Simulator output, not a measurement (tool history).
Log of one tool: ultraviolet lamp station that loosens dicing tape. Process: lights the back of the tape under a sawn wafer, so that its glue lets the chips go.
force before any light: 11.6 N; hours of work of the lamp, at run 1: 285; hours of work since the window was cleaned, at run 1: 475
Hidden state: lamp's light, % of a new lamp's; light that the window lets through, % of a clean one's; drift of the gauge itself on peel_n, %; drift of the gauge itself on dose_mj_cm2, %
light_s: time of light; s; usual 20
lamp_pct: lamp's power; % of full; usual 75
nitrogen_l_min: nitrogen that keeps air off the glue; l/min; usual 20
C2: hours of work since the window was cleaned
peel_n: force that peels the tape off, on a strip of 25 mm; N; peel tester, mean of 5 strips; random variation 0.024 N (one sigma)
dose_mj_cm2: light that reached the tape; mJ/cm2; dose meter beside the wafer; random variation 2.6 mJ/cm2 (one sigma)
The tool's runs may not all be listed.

{"run": 1, "hour": 0.0, "light_s": 20, "lamp_pct": 75, "nitrogen_l_min": 20, "hours of work of the lamp": 285, "C2": 475, "peel_n": 1.84, "dose_mj_cm2": 268}
{"run": 2, "hour": 25.4, "light_s": 20, "lamp_pct": 75, "nitrogen_l_min": 20, "hours of work of the lamp": 296, "C2": 486, "peel_n": 1.935, "dose_mj_cm2": 263}
{"run": 3, "hour": 38.1, "light_s": 20, "lamp_pct": 75, "nitrogen_l_min": 20, "hours of work of the lamp": 301, "C2": 491, "peel_n": 1.846, "dose_mj_cm2": 268}
{"run": 4, "hour": 52.3, "light_s": 20, "lamp_pct": 75, "nitrogen_l_min": 8, "hours of work of the lamp": 307, "C2": 497, "peel_n": 2.78, "dose_mj_cm2": 263}
{"run": 5, "hour": 74.6, "light_s": 20, "lamp_pct": 75, "nitrogen_l_min": 8, "hours of work of the lamp": 316, "C2": 506, "peel_n": 2.817, "dose_mj_cm2": 261}
{"run": 6, "hour": 97.2, "light_s": 20, "lamp_pct": 75, "nitrogen_l_min": 8, "hours of work of the lamp": 325, "C2": 515, "peel_n": 2.785, "dose_mj_cm2": 259}
{"run": 7, "hour": 117.2, "light_s": 20, "lamp_pct": 75, "nitrogen_l_min": 20, "hours of work of the lamp": 334, "C2": 523, "peel_n": 2.005, "dose_mj_cm2": 256}
{"hour": 122.0, "done": "window cleaned of glue's vapour"}
{"run": 8, "hour": 145.9, "light_s": 20, "lamp_pct": 75, "nitrogen_l_min": 20, "hours of work of the lamp": 345, "C2": 10, "peel_n": 2.145, "dose_mj_cm2": 246}
{"run": 9, "hour": 176.1, "light_s": 14, "lamp_pct": 75, "nitrogen_l_min": 20, "hours of work of the lamp": 358, "C2": 22, "peel_n": 3.52, "dose_mj_cm2": 170}
{"run": 10, "hour": 192.6, "light_s": 14, "lamp_pct": 75, "nitrogen_l_min": 20, "hours of work of the lamp": 365, "C2": 29, "peel_n": 3.72, "dose_mj_cm2": 172}
{"run": 11, "hour": 218.7, "light_s": 14, "lamp_pct": 75, "nitrogen_l_min": 20, "hours of work of the lamp": 375, "C2": 40, "peel_n": 3.594, "dose_mj_cm2": 170}
{"run": 12, "hour": 247.8, "light_s": 14, "lamp_pct": 75, "nitrogen_l_min": 20, "hours of work of the lamp": 387, "C2": 52, "peel_n": 3.768, "dose_mj_cm2": 163}
{"hour": 265.8, "done": "window cleaned of glue's vapour, once more"}
{"run": 13, "hour": 274.4, "light_s": 14, "lamp_pct": 75, "nitrogen_l_min": 20, "hours of work of the lamp": 398, "C2": 4, "peel_n": 3.189, "dose_mj_cm2": 183}
{"run": 14, "hour": 291.4, "light_s": 20, "lamp_pct": 86, "nitrogen_l_min": 20, "hours of work of the lamp": 405, "C2": 11, "peel_n": 1.544, "dose_mj_cm2": 300}
{"run": 15, "hour": 316.1, "light_s": 16, "lamp_pct": 75, "nitrogen_l_min": 20, "hours of work of the lamp": 415, "C2": 21, "peel_n": 2.817, "dose_mj_cm2": 211}
{"run": 16, "hour": 344.1, "light_s": 16, "lamp_pct": 75, "nitrogen_l_min": 20, "hours of work of the lamp": 427, "C2": 32, "peel_n": 2.873, "dose_mj_cm2": 204}
{"run": 17, "hour": 375.3, "light_s": 11, "lamp_pct": 75, "nitrogen_l_min": 20, "hours of work of the lamp": 440, "C2": 45, "peel_n": 4.257, "dose_mj_cm2": 139}
{"run": 18, "hour": 397.1, "light_s": 11, "lamp_pct": 75, "nitrogen_l_min": 20, "hours of work of the lamp": 449, "C2": 54, "peel_n": 4.446, "dose_mj_cm2": 140}
{"run": 19, "hour": 413.9, "light_s": 20, "lamp_pct": 75, "nitrogen_l_min": 20, "hours of work of the lamp": 456, "C2": 61, "peel_n": 2.084, "dose_mj_cm2": 248}
{"run": 20, "hour": 433.9, "light_s": 20, "lamp_pct": 75, "nitrogen_l_min": 20, "hours of work of the lamp": 464, "C2": 69, "peel_n": 2.199, "dose_mj_cm2": 245}
{"run": 21, "hour": 458.7, "light_s": 20, "lamp_pct": 75, "nitrogen_l_min": 20, "hours of work of the lamp": 474, "C2": 80, "peel_n": 2.072, "dose_mj_cm2": 247}
{"run": 22, "hour": 487.6, "light_s": 13, "lamp_pct": 75, "nitrogen_l_min": 20, "hours of work of the lamp": 486, "C2": 92, "peel_n": 3.921, "dose_mj_cm2": 157}
{"run": 23, "hour": 509.6, "light_s": 20, "lamp_pct": 85, "nitrogen_l_min": 8, "hours of work of the lamp": 495, "C2": 101, "peel_n": 2.607, "dose_mj_cm2": 272}
{"run": 24, "hour": 528.1, "light_s": 20, "lamp_pct": 85, "nitrogen_l_min": 8, "hours of work of the lamp": 503, "C2": 108, "peel_n": 2.566, "dose_mj_cm2": 270}
{"run": 25, "hour": 547.2, "light_s": 20, "lamp_pct": 85, "nitrogen_l_min": 8, "hours of work of the lamp": 511, "C2": 116, "peel_n": 2.687, "dose_mj_cm2": 270}
{"run": 26, "hour": 573.3, "light_s": 20, "lamp_pct": 85, "nitrogen_l_min": 8, "hours of work of the lamp": 522, "C2": 127, "peel_n": 2.739, "dose_mj_cm2": 265}
{"run": 27, "hour": 587.6, "light_s": 26, "lamp_pct": 75, "nitrogen_l_min": 21, "hours of work of the lamp": 527, "C2": 133, "peel_n": 1.378, "dose_mj_cm2": 306}
{"run": 28, "hour": 615.1, "light_s": 29, "lamp_pct": 61, "nitrogen_l_min": 7, "hours of work of the lamp": 539, "C2": 144, "peel_n": 2.719, "dose_mj_cm2": 271}

The next listed run, before its measurement:
{"run": 29, "hour": 639.9, "light_s": 29, "lamp_pct": 92, "nitrogen_l_min": 34, "hours of work of the lamp": 549, "C2": 154, "peel_n": "?", "dose_mj_cm2": "?"}

peel_n: 0.66 N
dose_mj_cm2: 409 mJ/cm2
Without the tool's hidden state the same run would have given peel_n 0.287 N, dose_mj_cm2 616 mJ/cm2.
